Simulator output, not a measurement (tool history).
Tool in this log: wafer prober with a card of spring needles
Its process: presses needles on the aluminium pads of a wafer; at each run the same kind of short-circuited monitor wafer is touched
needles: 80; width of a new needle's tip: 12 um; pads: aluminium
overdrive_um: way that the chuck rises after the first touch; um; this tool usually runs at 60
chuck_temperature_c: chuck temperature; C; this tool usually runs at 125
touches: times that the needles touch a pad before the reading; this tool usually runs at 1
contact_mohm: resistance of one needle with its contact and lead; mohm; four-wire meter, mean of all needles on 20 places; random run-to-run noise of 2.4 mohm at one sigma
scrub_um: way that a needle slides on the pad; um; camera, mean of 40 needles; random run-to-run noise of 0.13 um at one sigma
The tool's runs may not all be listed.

run 1 day=0.000 | overdrive_um=60 chuck_temperature_c=125 touches=1 | contact_mohm=343 scrub_um=9.75
-- day=0.192 tips cleaned on abrasive film
run 2 day=0.333 | overdrive_um=60 chuck_temperature_c=125 touches=1 | contact_mohm=312 scrub_um=9.74
run 3 day=0.550 | overdrive_um=60 chuck_temperature_c=125 touches=1 | contact_mohm=348 scrub_um=9.65
-- day=0.608 tips cleaned on abrasive film
run 4 day=0.767 | overdrive_um=60 chuck_temperature_c=125 touches=1 | contact_mohm=318 scrub_um=9.67
-- day=1.025 tips cleaned on abrasive film
run 5 day=1.175 | overdrive_um=60 chuck_temperature_c=125 touches=1 | contact_mohm=320 scrub_um=9.59
run 6 day=1.375 | overdrive_um=60 chuck_temperature_c=125 touches=1 | contact_mohm=351 scrub_um=9.64
-- day=1.450 tips cleaned on abrasive film
run 7 day=1.746 | overdrive_um=60 chuck_temperature_c=125 touches=1 | contact_mohm=335 scrub_um=9.71
-- day=1.892 tips cleaned on abrasive film
run 8 day=1.954 | overdrive_um=54 chuck_temperature_c=125 touches=1 | contact_mohm=312 scrub_um=8.51
run 9 day=2.154 | overdrive_um=54 chuck_temperature_c=125 touches=1 | contact_mohm=349 scrub_um=8.58
-- day=2.304 tips cleaned on abrasive film
run 10 day=2.529 | overdrive_um=60 chuck_temperature_c=125 touches=1 | contact_mohm=333 scrub_um=9.54
-- day=2.742 tips cleaned on abrasive film
run 11 day=2.888 | overdrive_um=62 chuck_temperature_c=125 touches=1 | contact_mohm=313 scrub_um=9.85
run 12 day=3.071 | overdrive_um=62 chuck_temperature_c=125 touches=1 | contact_mohm=343 scrub_um=10.04
-- day=3.175 tips cleaned on abrasive film
run 13 day=3.379 | overdrive_um=60 chuck_temperature_c=125 touches=1 | contact_mohm=326 scrub_um=9.39
-- day=3.608 tips cleaned on abrasive film
run 14 day=3.796 | overdrive_um=60 chuck_temperature_c=125 touches=1 | contact_mohm=321 scrub_um=9.60
run 15 day=3.988 | overdrive_um=53 chuck_temperature_c=125 touches=1 | contact_mohm=378 scrub_um=8.27
-- day=4.029 tips cleaned on abrasive film
run 16 day=4.412 | overdrive_um=60 chuck_temperature_c=125 touches=1 | contact_mohm=354 scrub_um=9.48
-- day=4.450 tips cleaned on abrasive film
run 17 day=4.738 | overdrive_um=60 chuck_temperature_c=125 touches=1 | contact_mohm=341 scrub_um=9.40
-- day=4.867 tips cleaned on abrasive film
run 18 day=4.971 | overdrive_um=60 chuck_temperature_c=125 touches=1 | contact_mohm=314 scrub_um=9.64
run 19 day=5.242 | overdrive_um=60 chuck_temperature_c=117 touches=2 | contact_mohm=321 scrub_um=9.60
-- day=5.288 tips cleaned on abrasive film
run 20 day=5.429 | overdrive_um=60 chuck_temperature_c=117 touches=2 | contact_mohm=302 scrub_um=9.42
run 21 day=5.604 | overdrive_um=60 chuck_temperature_c=27 touches=1 | contact_mohm=335 scrub_um=9.61
-- day=5.708 tips cleaned on abrasive film
run 22 day=5.904 | overdrive_um=60 chuck_temperature_c=125 touches=2 | contact_mohm=308 scrub_um=9.36
-- day=6.133 tips cleaned on abrasive film
run 23 day=6.208 | overdrive_um=46 chuck_temperature_c=30 touches=2 | contact_mohm=284 scrub_um=6.98
run 24 day=6.400 | overdrive_um=71 chuck_temperature_c=56 touches=3 | contact_mohm=274 scrub_um=11.24
-- day=6.554 tips cleaned on abrasive film
run 25 day=6.812 | overdrive_um=40 chuck_temperature_c=27 touches=1 | contact_mohm=408 scrub_um=6.01
-- day=6.975 tips cleaned on abrasive film
run 26 day=7.062 | overdrive_um=40 chuck_temperature_c=27 touches=1 | contact_mohm=338 scrub_um=5.90
-- day=7.383 tips cleaned on abrasive film
run 27 day=7.400 | overdrive_um=40 chuck_temperature_c=27 touches=2 | contact_mohm=276 scrub_um=6.06
run 28 day=7.754 | overdrive_um=59 chuck_temperature_c=27 touches=2 | contact_mohm=309 scrub_um=9.26
-- day=7.821 tips cleaned on abrasive film
run 29 day=8.046 | overdrive_um=53 chuck_temperature_c=56 touches=2 | contact_mohm=305 scrub_um=8.32
run 30 day=8.225 | overdrive_um=77 chuck_temperature_c=38 touches=2 | contact_mohm=286 scrub_um=12.32
-- day=8.258 tips cleaned on abrasive film
run 31 day=8.462 | overdrive_um=54 chuck_temperature_c=38 touches=2 | contact_mohm=299 scrub_um=8.59
-- day=8.675 tips cleaned on abrasive film
run 32 day=8.683 | overdrive_um=54 chuck_temperature_c=38 touches=2 | contact_mohm=269 scrub_um=8.30
run 33 day=9.071 | overdrive_um=54 chuck_temperature_c=38 touches=2 | contact_mohm=329 scrub_um=8.51
-- day=9.092 tips cleaned on abrasive film
run 34 day=9.288 | overdrive_um=54 chuck_temperature_c=66 touches=2 | contact_mohm=305 scrub_um=8.42

Consider 4 possible next runs. They are alternatives, not a sequence: every one starts from the tool as it was left by run 34. What does each give?
-- day=9.508 tips cleaned on abrasive film
run A day=9.650 | overdrive_um=48 chuck_temperature_c=40 touches=1 | contact_mohm=? scrub_um=?
-- day=9.508 tips cleaned on abrasive film
run B day=9.650 | overdrive_um=57 chuck_temperature_c=125 touches=1 | contact_mohm=? scrub_um=?
-- day=9.508 tips cleaned on abrasive film
run C day=9.650 | overdrive_um=49 chuck_temperature_c=58 touches=1 | contact_mohm=? scrub_um=?
-- day=9.508 tips cleaned on abrasive film
run D day=9.650 | overdrive_um=59 chuck_temperature_c=125 touches=1 | contact_mohm=? scrub_um=?

run=A contact_mohm=325 scrub_um=7.34
run=B contact_mohm=326 scrub_um=8.72
run=C contact_mohm=334 scrub_um=7.46
run=D contact_mohm=320 scrub_um=9.20
The same runs, with their run-to-run variation unchanged, on a tool lacking any hidden condition would have given:
run=A contact_mohm=254 scrub_um=8.10
run=B contact_mohm=279 scrub_um=9.47
run=C contact_mohm=265 scrub_um=8.22
run=D contact_mohm=276 scrub_um=9.96

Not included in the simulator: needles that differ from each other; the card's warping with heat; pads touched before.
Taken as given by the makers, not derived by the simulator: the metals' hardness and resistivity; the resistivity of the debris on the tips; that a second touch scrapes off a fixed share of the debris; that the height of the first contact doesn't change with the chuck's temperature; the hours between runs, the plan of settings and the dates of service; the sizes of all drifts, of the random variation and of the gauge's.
